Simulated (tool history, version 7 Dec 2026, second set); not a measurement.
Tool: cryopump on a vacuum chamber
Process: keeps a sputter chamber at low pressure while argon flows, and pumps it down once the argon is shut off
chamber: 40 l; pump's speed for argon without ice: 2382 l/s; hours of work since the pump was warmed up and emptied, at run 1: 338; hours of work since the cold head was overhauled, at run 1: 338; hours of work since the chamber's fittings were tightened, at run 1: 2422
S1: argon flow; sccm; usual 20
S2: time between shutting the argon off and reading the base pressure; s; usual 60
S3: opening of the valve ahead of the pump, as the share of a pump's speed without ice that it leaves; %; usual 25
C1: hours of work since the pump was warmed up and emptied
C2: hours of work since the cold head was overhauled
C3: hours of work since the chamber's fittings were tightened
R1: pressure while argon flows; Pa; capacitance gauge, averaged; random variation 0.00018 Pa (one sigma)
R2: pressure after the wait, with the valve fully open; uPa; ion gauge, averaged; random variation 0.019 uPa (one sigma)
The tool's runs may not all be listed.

run   hour  S1   S2  S3   C1   C2    C3      R1    R2
  1    0.0  20   60  25  338  338  2422  0.0579  1.23
  2   27.7  20   60  25  354  354  2437  0.0580  1.27
  3   54.2  20   60  28  368  368  2452  0.0521  1.28
  4   72.9  20   60  28  379  379  2462  0.0518  1.24
  5   85.5  20   60  28  386  386  2469  0.0518  1.27
  6   97.6  20   60  25  393  393  2476  0.0582  1.30
  7  109.9  20   60  25  399  399  2483  0.0587  1.27
  8  134.7  20   60  25  413  413  2497  0.0581  1.28
  9  157.1  20   60  25  426  426  2509  0.0583  1.26
 10  179.7  20   60  25  438  438  2522  0.0584  1.31
 11  199.9  20   50  25  449  449  2533  0.0582  1.46
 12  217.7  20   50  25  459  459  2543  0.0589  1.44
 13  230.7  20   60  25  467  467  2550  0.0584  1.33
 14  249.0  20   60  49  477  477  2560  0.0305  1.27
 15  276.6  20   60  25  492  492  2575  0.0584  1.30
 16  304.6  20   60  25  508  508  2591  0.0583  1.34
 17  319.9  20   60  25  516  516  2599  0.0584  1.30
 18  345.3   8   60  25  530  530  2614  0.0234  1.29
 19  365.1  15   60  56  541  541  2625  0.0204  1.31
 20  385.9  30   73  25  553  553  2636  0.0880  1.20
 21  409.3  36  162  58  566  566  2649  0.0477  0.79
 22  435.8  25   23  33  581  581  2664  0.0558  2.66
 23  463.3  25   29  23  596  596  2679  0.0797  2.18

Forecast run 24:
 24  476.0  16  181  23  603  603  2686   ?   ?

Run 24 gave R1 0.0511 Pa, R2 0.73 uPa.
Without the tool's hidden state the same run would have given R1 0.0494 Pa, R2 0.39 uPa.
